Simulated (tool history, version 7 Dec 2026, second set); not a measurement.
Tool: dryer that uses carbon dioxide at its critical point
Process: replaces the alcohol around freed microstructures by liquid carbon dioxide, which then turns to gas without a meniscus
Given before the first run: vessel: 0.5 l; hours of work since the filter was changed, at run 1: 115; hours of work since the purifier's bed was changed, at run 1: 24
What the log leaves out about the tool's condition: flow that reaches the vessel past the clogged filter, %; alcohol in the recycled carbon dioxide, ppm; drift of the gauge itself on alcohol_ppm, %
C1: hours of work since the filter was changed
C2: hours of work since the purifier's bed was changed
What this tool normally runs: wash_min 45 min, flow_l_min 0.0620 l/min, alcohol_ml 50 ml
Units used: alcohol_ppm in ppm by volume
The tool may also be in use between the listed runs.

run 1 hour=0.0 | wash_min=45 flow_l_min=0.0620 alcohol_ml=50 | C1=115 C2=24 | alcohol_ppm=2022
run 2 hour=5.6 | wash_min=45 flow_l_min=0.0620 alcohol_ml=50 | C1=119 C2=28 | alcohol_ppm=2047
run 3 hour=14.7 | wash_min=45 flow_l_min=0.0620 alcohol_ml=50 | C1=126 C2=35 | alcohol_ppm=2019
run 4 hour=19.8 | wash_min=45 flow_l_min=0.0620 alcohol_ml=103 | C1=129 C2=39 | alcohol_ppm=4268
run 5 hour=25.9 | wash_min=45 flow_l_min=0.0620 alcohol_ml=103 | C1=134 C2=43 | alcohol_ppm=4183
run 6 hour=35.9 | wash_min=45 flow_l_min=0.0620 alcohol_ml=103 | C1=141 C2=50 | alcohol_ppm=4152
run 7 hour=43.3 | wash_min=45 flow_l_min=0.0620 alcohol_ml=103 | C1=146 C2=56 | alcohol_ppm=4180
run 8 hour=49.3 | wash_min=45 flow_l_min=0.0747 alcohol_ml=50 | C1=150 C2=60 | alcohol_ppm=936
run 9 hour=59.0 | wash_min=45 flow_l_min=0.0747 alcohol_ml=50 | C1=157 C2=67 | alcohol_ppm=976
run 10 hour=67.6 | wash_min=45 flow_l_min=0.0747 alcohol_ml=50 | C1=164 C2=73 | alcohol_ppm=962
run 11 hour=76.4 | wash_min=45 flow_l_min=0.0620 alcohol_ml=39 | C1=170 C2=79 | alcohol_ppm=1604
run 12 hour=83.7 | wash_min=28 flow_l_min=0.0536 alcohol_ml=50 | C1=175 C2=85 | alcohol_ppm=12296
run 13 hour=93.7 | wash_min=67 flow_l_min=0.1019 alcohol_ml=101 | C1=182 C2=92 | alcohol_ppm=42
run 14 hour=103.7 | wash_min=64 flow_l_min=0.0598 alcohol_ml=21 | C1=190 C2=99 | alcohol_ppm=231
run 15 hour=109.7 | wash_min=42 flow_l_min=0.0598 alcohol_ml=69 | C1=194 C2=104 | alcohol_ppm=4300
run 16 hour=116.0 | wash_min=42 flow_l_min=0.0782 alcohol_ml=69 | C1=199 C2=108 | alcohol_ppm=1501
run 17 hour=125.2 | wash_min=64 flow_l_min=0.0980 alcohol_ml=78 | C1=205 C2=115 | alcohol_ppm=53
run 18 hour=132.6 | wash_min=55 flow_l_min=0.0980 alcohol_ml=78 | C1=211 C2=120 | alcohol_ppm=141
run 19 hour=141.5 | wash_min=72 flow_l_min=0.0980 alcohol_ml=93 | C1=217 C2=126 | alcohol_ppm=44
run 20 hour=151.6 | wash_min=72 flow_l_min=0.0980 alcohol_ml=93 | C1=224 C2=134 | alcohol_ppm=52
run 21 hour=161.2 | wash_min=72 flow_l_min=0.0980 alcohol_ml=93 | C1=231 C2=141 | alcohol_ppm=45

Selected run-to-run steps in alcohol_ppm, each split into two signed amounts: the part the tool would show with no hidden state at all (from settings, incoming material and random variation), and the remainder, which goes to the hidden state together with any gauge scatter not common to the measured and the hidden-state-free results:
Run 11 -> 12: wash_min 45 -> 28, flow_l_min 0.0620 -> 0.0536, alcohol_ml 39 -> 50. alcohol_ppm +10692 ppm by volume: hidden state +400, all else +10292.
Run 12 -> 13: wash_min 28 -> 67, flow_l_min 0.0536 -> 0.1019, alcohol_ml 50 -> 101. alcohol_ppm -12254 ppm by volume: hidden state -512, all else -11742.
